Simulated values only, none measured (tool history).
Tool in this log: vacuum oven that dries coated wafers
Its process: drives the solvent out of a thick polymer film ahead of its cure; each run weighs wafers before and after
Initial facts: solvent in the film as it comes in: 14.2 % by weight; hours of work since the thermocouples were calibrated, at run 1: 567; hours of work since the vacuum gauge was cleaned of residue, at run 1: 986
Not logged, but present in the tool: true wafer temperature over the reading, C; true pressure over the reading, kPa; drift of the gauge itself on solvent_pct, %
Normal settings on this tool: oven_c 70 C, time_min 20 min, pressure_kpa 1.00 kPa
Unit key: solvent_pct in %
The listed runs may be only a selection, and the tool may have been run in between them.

run	hour	oven_c	time_min	pressure_kpa	hours of work since the thermocouples were calibrated	hours of work since the vacuum gauge was cleaned of residue	solvent_pct
1	0.0	70	20	1.00	567	986	1.07
2	27.2	70	20	1.00	589	1007	1.05
# hour 82.6: vacuum gauge cleaned of residue and calibrated
3	92.9	70	20	1.00	640	8	1.06
4	137.5	56	20	1.00	675	43	4.46
5	176.1	56	20	1.00	706	74	4.52
# hour 187.8: vacuum gauge cleaned of residue and calibrated, once more
6	205.4	56	20	1.00	727	14	4.41
7	247.1	56	20	1.00	760	47	4.41
8	283.9	56	20	1.00	790	76	4.23
9	312.9	56	20	1.00	813	99	4.33
10	356.8	56	20	1.00	847	134	4.31
11	387.5	76	20	1.00	872	158	0.37
12	422.4	76	20	1.00	899	186	0.51
13	481.8	70	20	1.00	946	232	1.09
14	548.5	70	20	1.00	999	285	1.08
15	583.5	70	20	1.00	1026	313	1.15
16	641.3	70	29	1.00	1072	359	0.52
17	679.9	61	12	1.96	1103	389	5.61
18	745.5	60	16	2.84	1155	441	5.03
19	773.0	60	16	2.84	1176	463	5.01
20	809.1	70	10	0.58	1205	491	3.23
21	841.7	78	11	0.60	1231	517	1.30
22	906.0	78	11	0.60	1281	568	1.28
23	969.1	57	29	0.90	1331	618	2.95
24	1003.5	60	29	0.90	1359	645	2.13
25	1060.4	85	29	0.78	1404	690	0.25
# hour 1082.6: oven's thermocouples calibrated
26	1095.4	78	14	2.06	10	716	0.79
27	1127.1	78	14	0.50	35	741	0.43
28	1187.8	78	14	0.50	83	789	0.53
29	1248.3	59	14	0.57	131	837	4.29
30	1313.3	59	14	0.57	182	888	4.46

Selected run-to-run steps in solvent_pct, each split into two signed amounts: the part the tool would show with no hidden state at all (from settings, incoming material and random variation), and the remainder, which goes to the hidden state together with any gauge scatter not common to the measured and the hidden-state-free results:
Run 10 -> 11: oven_c 56 -> 76. solvent_pct -3.94 %: hidden state -0.41, all else -3.53.
Run 16 -> 17: oven_c 70 -> 61, time_min 29 -> 12, pressure_kpa 1.00 -> 1.96. solvent_pct +5.09 %: hidden state +0.49, all else +4.60.
Run 24 -> 25: oven_c 60 -> 85, pressure_kpa 0.90 -> 0.78. solvent_pct -1.88 %: hidden state -0.55, all else -1.33.
Run 28 -> 29: oven_c 78 -> 59, pressure_kpa 0.50 -> 0.57. solvent_pct +3.76 %: hidden state +0.00, all else +3.76.

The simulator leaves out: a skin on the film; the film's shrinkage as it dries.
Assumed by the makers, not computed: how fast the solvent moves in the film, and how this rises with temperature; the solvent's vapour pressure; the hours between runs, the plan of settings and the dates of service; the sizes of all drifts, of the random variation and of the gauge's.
